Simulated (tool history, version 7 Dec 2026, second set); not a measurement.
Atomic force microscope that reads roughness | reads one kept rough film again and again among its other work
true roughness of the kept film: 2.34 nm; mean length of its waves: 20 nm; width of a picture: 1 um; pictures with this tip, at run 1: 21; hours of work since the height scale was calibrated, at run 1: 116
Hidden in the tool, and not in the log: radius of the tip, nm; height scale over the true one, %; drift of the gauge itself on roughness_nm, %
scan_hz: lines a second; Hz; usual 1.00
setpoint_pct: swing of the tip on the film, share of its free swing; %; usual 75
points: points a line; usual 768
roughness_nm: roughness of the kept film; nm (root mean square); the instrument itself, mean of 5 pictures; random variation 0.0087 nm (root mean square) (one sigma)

run   hour  scan_hz  setpoint_pct  points  pictures with this tip  hours of work since the height scale was calibrated  roughness_nm
  1    0.0     1.00            75     768                      21                                                  116         1.824
  2   26.3     1.00            75     768                      73                                                  132         1.578
      41.8  -- new tip fitted
  3   59.7     1.00            75     768                      35                                                  154         1.743
      95.5  -- new tip fitted
  4   98.5     1.00            75     302                       6                                                  178         1.808
  5  123.3     1.00            86     302                      54                                                  194         1.517
     150.1  -- new tip fitted
  6  155.4     3.32            86     302                      11                                                  215         1.530
  7  185.0     3.32            86     302                      68                                                  234         1.276
     202.9  -- new tip fitted
  8  218.1     1.00            75     768                      30                                                  255         1.756
  9  244.9     1.00            75     768                      82                                                  272         1.522
     256.0  -- new tip fitted
 10  265.6     1.00            75     768                      19                                                  285         1.778
 11  288.7     1.00            75     768                      64                                                  300         1.563
     309.5  -- new tip fitted
 12  318.6     1.00            75     768                      18                                                  319         1.788
 13  349.7     1.00            75     768                      79                                                  339         1.516
     361.4  -- new tip fitted
 14  375.7     1.00            75     768                      28                                                  355         1.720
     413.1  -- new tip fitted
 15  414.3     1.00            75     768                       2                                                  380         1.907
 16  434.9     1.00            75     768                      42                                                  393         1.687
 17  463.3     1.00            84     768                      98                                                  411         1.441
     467.2  -- new tip fitted
 18  489.8     1.00            84     768                      44                                                  428         1.656
 19  517.9     1.00            84     768                      99                                                  446         1.435
     521.5  -- new tip fitted
 20  551.0     1.00            84     768                      58                                                  467         1.573
 21  566.8     1.00            75     334                      89                                                  477         1.465
     574.1  -- new tip fitted
 22  589.9     3.33            75     768                      31                                                  492         1.588
 23  608.2     1.00            75     768                      66                                                  504         1.584

The next listed run, before its measurement:
     626.3  -- new tip fitted
 24  635.4     1.00            59     359                      17                                                  521             ?

Run 24 gave roughness_nm 1.838 nm (root mean square).
Without the tool's hidden state the same run would have given roughness_nm 1.943 nm (root mean square).
